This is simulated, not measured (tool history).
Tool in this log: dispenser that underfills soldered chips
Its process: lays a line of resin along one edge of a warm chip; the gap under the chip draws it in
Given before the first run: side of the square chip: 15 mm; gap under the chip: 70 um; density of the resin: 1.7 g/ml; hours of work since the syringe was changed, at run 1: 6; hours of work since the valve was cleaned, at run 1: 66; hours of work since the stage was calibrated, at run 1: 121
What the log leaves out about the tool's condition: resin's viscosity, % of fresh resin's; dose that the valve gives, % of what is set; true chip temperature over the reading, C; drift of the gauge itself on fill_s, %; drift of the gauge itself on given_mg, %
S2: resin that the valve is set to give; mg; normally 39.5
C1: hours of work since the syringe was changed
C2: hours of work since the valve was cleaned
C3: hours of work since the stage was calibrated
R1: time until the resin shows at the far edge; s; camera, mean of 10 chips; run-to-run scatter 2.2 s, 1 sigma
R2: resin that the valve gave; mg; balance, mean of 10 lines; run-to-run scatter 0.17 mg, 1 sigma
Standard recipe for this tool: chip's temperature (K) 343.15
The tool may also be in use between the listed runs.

Run 1, hour 0.0: usual settings; C1 6; C2 66; C3 121. Result: R1 314.1 s, R2 37.46 mg.
Run 2, hour 3.0: usual settings; C1 8; C2 68; C3 123. Result: R1 355.8 s, R2 37.22 mg.
At hour 5.5: dispensing valve cleaned and set on the balance.
At hour 6.2: new syringe of resin.
Run 3, hour 8.4: usual settings but S2 34.9 mg; C1 1; C2 2; C3 125. Result: R1 225.7 s, R2 34.79 mg.
Run 4, hour 12.2: usual settings but S2 49.6 mg; C1 4; C2 4; C3 128. Result: R1 252.6 s, R2 49.32 mg.
Run 5, hour 15.7: usual settings but S2 49.6 mg; C1 6; C2 6; C3 130. Result: R1 290.5 s, R2 49.34 mg.
At hour 21.1: new syringe of resin.
Run 6, hour 21.2: usual settings but chip's temperature (K) 331.15; C1 0; C2 10; C3 133. Result: R1 376.4 s, R2 39.06 mg.
Run 7, hour 26.0: usual settings but S2 42.6 mg; C1 3; C2 13; C3 137. Result: R1 245.8 s, R2 42.31 mg.
Run 8, hour 28.9: usual settings but chip's temperature (K) 354.15, S2 42.6 mg; C1 5; C2 15; C3 138. Result: R1 163.1 s, R2 41.92 mg.
At hour 35.9: new syringe of resin.
Run 9, hour 35.9: usual settings but chip's temperature (K) 354.15, S2 42.6 mg; C1 0; C2 19; C3 143. Result: R1 116.1 s, R2 41.89 mg.
Run 10, hour 41.9: usual settings but chip's temperature (K) 354.15, S2 42.6 mg; C1 4; C2 23; C3 147. Result: R1 151.2 s, R2 42.27 mg.
Run 11, hour 48.4: usual settings but chip's temperature (K) 354.15, S2 42.6 mg; C1 8; C2 27; C3 151. Result: R1 198.4 s, R2 41.93 mg.
At hour 50.8: new syringe of resin.
Run 12, hour 51.7: usual settings but chip's temperature (K) 354.15, S2 34.8 mg; C1 1; C2 29; C3 153. Result: R1 126.3 s, R2 33.79 mg.
Run 13, hour 55.2: usual settings but chip's temperature (K) 354.15, S2 34.8 mg; C1 3; C2 31; C3 155. Result: R1 145.2 s, R2 34.22 mg.
Run 14, hour 61.6: usual settings but chip's temperature (K) 352.15, S2 40.1 mg; C1 7; C2 35; C3 159. Result: R1 209.2 s, R2 39.05 mg.
Run 15, hour 64.7: usual settings but chip's temperature (K) 344.15, S2 44.2 mg; C1 9; C2 37; C3 161. Result: R1 343.8 s, R2 42.50 mg.
At hour 65.5: new syringe of resin.
Run 16, hour 69.9: usual settings but chip's temperature (K) 337.15, S2 46.5 mg; C1 3; C2 40; C3 164. Result: R1 325.6 s, R2 44.86 mg.
Run 17, hour 73.2: usual settings but chip's temperature (K) 337.15, S2 46.5 mg; C1 5; C2 42; C3 166. Result: R1 373.3 s, R2 44.82 mg.
Run 18, hour 76.8: usual settings but chip's temperature (K) 338.15, S2 35.8 mg; C1 7; C2 45; C3 169. Result: R1 439.5 s, R2 34.44 mg.
At hour 80.2: new syringe of resin.
Run 19, hour 83.5: usual settings but chip's temperature (K) 338.15, S2 35.8 mg; C1 2; C2 49; C3 173. Result: R1 309.8 s, R2 34.55 mg.
Run 20, hour 90.4: usual settings but chip's temperature (K) 338.15, S2 35.8 mg; C1 7; C2 53; C3 177. Result: R1 410.8 s, R2 34.14 mg.

Measured less the same run without the tool's hidden state. The same run-to-run variation is in both; the gauge's scatter may not be:
run      R1     R2
  1  +101.0  -2.23
  2  +144.3  -2.28
  3    +6.1  +0.03
  4   +44.0  -0.07
  5   +84.3  -0.17
  6   -21.4  -0.23
  7   +35.9  -0.38
  8   +41.0  -0.44
  9    -6.8  -0.61
 10   +27.8  -0.74
 11   +76.3  -0.90
 12    -1.4  -0.78
 13   +18.9  -0.86
 14   +71.3  -1.14
 15  +144.7  -1.31
 16   +42.7  -1.49
 17   +92.9  -1.58
 18  +159.5  -1.28
 19   +28.2  -1.43
 20  +134.0  -1.54
